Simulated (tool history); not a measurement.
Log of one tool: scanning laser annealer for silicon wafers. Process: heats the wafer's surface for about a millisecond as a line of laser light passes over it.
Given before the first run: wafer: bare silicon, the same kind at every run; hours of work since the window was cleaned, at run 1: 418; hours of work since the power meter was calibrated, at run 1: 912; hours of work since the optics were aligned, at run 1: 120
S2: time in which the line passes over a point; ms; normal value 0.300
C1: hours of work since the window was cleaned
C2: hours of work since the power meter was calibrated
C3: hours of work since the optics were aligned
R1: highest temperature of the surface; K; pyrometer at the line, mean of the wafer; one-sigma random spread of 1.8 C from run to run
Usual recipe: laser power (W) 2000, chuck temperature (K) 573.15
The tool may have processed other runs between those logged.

Run 1, hour 0.0: usual settings; C1 418; C2 912; C3 120. Result: R1 1265.15 K.
Run 2, hour 73.2: usual settings but chuck temperature (K) 564.15; C1 456; C2 950; C3 157. Result: R1 1254.15 K.
Run 3, hour 165.8: usual settings but S2 0.280 ms; C1 503; C2 997; C3 204. Result: R1 1232.15 K.
At hour 206.2: window over the wafer cleaned.
Run 4, hour 206.2: usual settings but laser power (W) 1905; C1 0; C2 1017; C3 224. Result: R1 1247.15 K.
Run 5, hour 291.2: usual settings but laser power (W) 1905; C1 43; C2 1060; C3 267. Result: R1 1243.15 K.
Run 6, hour 384.1: usual settings but laser power (W) 1905; C1 91; C2 1107; C3 315. Result: R1 1240.15 K.
Run 7, hour 459.2: usual settings but laser power (W) 1905; C1 129; C2 1146; C3 353. Result: R1 1241.15 K.
Run 8, hour 542.1: usual settings but laser power (W) 1905; C1 171; C2 1188; C3 395. Result: R1 1235.15 K.
Run 9, hour 623.3: usual settings but chuck temperature (K) 555.15; C1 213; C2 1229; C3 437. Result: R1 1255.15 K.
Run 10, hour 698.9: usual settings but laser power (W) 1915; C1 251; C2 1268; C3 475. Result: R1 1235.15 K.
Run 11, hour 765.1: usual settings but S2 0.340 ms; C1 285; C2 1302; C3 509. Result: R1 1313.15 K.
Run 12, hour 828.4: usual settings but chuck temperature (K) 564.15; C1 317; C2 1334; C3 541. Result: R1 1254.15 K.
Run 13, hour 880.1: usual settings but chuck temperature (K) 544.15; C1 344; C2 1360; C3 568. Result: R1 1230.15 K.
Run 14, hour 946.7: usual settings but chuck temperature (K) 544.15; C1 378; C2 1394; C3 602. Result: R1 1230.15 K.
Run 15, hour 1021.7: usual settings; C1 416; C2 1433; C3 640. Result: R1 1257.15 K.
Run 16, hour 1071.6: usual settings but chuck temperature (K) 559.15; C1 442; C2 1458; C3 666. Result: R1 1242.15 K.
Run 17, hour 1123.9: usual settings but S2 0.215 ms, chuck temperature (K) 559.15; C1 468; C2 1485; C3 692. Result: R1 1129.15 K.
Run 18, hour 1165.6: usual settings but S2 0.215 ms, chuck temperature (K) 559.15; C1 489; C2 1506; C3 713. Result: R1 1125.15 K.
At hour 1233.4: window over the wafer cleaned.
Run 19, hour 1260.4: usual settings but laser power (W) 1835, S2 0.216 ms; C1 14; C2 1553; C3 761. Result: R1 1109.15 K.
Run 20, hour 1338.2: usual settings but laser power (W) 2128; C1 53; C2 1593; C3 801. Result: R1 1323.15 K.
Run 21, hour 1400.6: usual settings but laser power (W) 2128, S2 0.280 ms; C1 85; C2 1625; C3 832. Result: R1 1295.15 K.
Run 22, hour 1485.9: usual settings but laser power (W) 1905, chuck temperature (K) 577.15; C1 129; C2 1668; C3 876. Result: R1 1239.15 K.
Run 23, hour 1566.4: usual settings but laser power (W) 1858, S2 0.218 ms, chuck temperature (K) 560.15; C1 170; C2 1709; C3 917. Result: R1 1101.15 K.
At hour 1651.8: optics aligned, line set to its width.
Run 24, hour 1666.3: usual settings but laser power (W) 1858, S2 0.218 ms, chuck temperature (K) 560.15; C1 218; C2 1758; C3 7. Result: R1 1106.15 K.
Run 25, hour 1731.1: usual settings but laser power (W) 2083, S2 0.212 ms; C1 251; C2 1791; C3 40. Result: R1 1186.15 K.
Run 26, hour 1774.9: usual settings but laser power (W) 1720, S2 0.301 ms; C1 274; C2 1813; C3 63. Result: R1 1169.15 K.
Run 27, hour 1839.0: usual settings but laser power (W) 1720, S2 0.301 ms; C1 306; C2 1846; C3 96. Result: R1 1168.15 K.
Run 28, hour 1909.8: usual settings but S2 0.301 ms, chuck temperature (K) 593.15; C1 343; C2 1882; C3 132. Result: R1 1293.15 K.
Run 29, hour 1977.6: usual settings but S2 0.366 ms, chuck temperature (K) 584.15; C1 377; C2 1917; C3 166. Result: R1 1353.15 K.
Run 30, hour 2041.4: usual settings but S2 0.366 ms, chuck temperature (K) 584.15; C1 410; C2 1949; C3 199. Result: R1 1357.15 K.
Run 31, hour 2092.8: usual settings but S2 0.260 ms, chuck temperature (K) 581.15; C1 436; C2 1975; C3 225. Result: R1 1220.15 K.
Run 32, hour 2148.4: usual settings but laser power (W) 1786; C1 464; C2 2004; C3 253. Result: R1 1180.15 K.
Run 33, hour 2198.8: usual settings but laser power (W) 1786; C1 490; C2 2030; C3 279. Result: R1 1179.15 K.
At hour 2263.8: window over the wafer cleaned.
Run 34, hour 2286.5: usual settings but laser power (W) 1786; C1 12; C2 2073; C3 323. Result: R1 1202.15 K.

Run 35, settings as shown, results not yet in. Your forecast:
Run 35, hour 2363.9: usual settings but laser power (W) 1786; C1 51; C2 2113; C3 362. Result: R1 ?.

Run 35 measured R1 1197.15 K.
On a tool with no hidden condition, and with the same random variation, this run would have come out at R1 1201.15 K.
